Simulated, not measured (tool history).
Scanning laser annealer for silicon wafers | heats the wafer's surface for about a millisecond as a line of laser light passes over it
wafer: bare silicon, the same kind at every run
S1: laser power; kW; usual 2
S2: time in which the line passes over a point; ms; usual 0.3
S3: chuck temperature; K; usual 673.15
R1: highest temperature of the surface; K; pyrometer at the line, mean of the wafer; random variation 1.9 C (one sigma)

{"run": 1, "hour": 0.0, "S1": 2, "S2": 0.3, "S3": 673.15, "R1": 1422.15}
{"run": 2, "hour": 32.7, "S1": 2, "S2": 0.3, "S3": 673.15, "R1": 1421.15}
{"run": 3, "hour": 52.6, "S1": 2, "S2": 0.3, "S3": 673.15, "R1": 1422.15}
{"run": 4, "hour": 74.4, "S1": 2, "S2": 0.3, "S3": 673.15, "R1": 1420.15}
{"run": 5, "hour": 98.5, "S1": 2, "S2": 0.3, "S3": 655.15, "R1": 1401.15}
{"run": 6, "hour": 115.5, "S1": 2, "S2": 0.3, "S3": 673.15, "R1": 1418.15}
{"run": 7, "hour": 143.4, "S1": 2, "S2": 0.346, "S3": 673.15, "R1": 1469.15}
{"run": 8, "hour": 165.9, "S1": 2, "S2": 0.346, "S3": 673.15, "R1": 1465.15}
{"run": 9, "hour": 182.6, "S1": 2, "S2": 0.346, "S3": 673.15, "R1": 1467.15}
{"run": 10, "hour": 211.0, "S1": 2, "S2": 0.346, "S3": 673.15, "R1": 1465.15}

Run 11 comes next. What will it give?
{"run": 11, "hour": 240.5, "S1": 2, "S2": 0.346, "S3": 673.15, "R1": "?"}

R1: 1469.15 K
Without the tool's hidden state the same run would have given R1 1497.15 K.
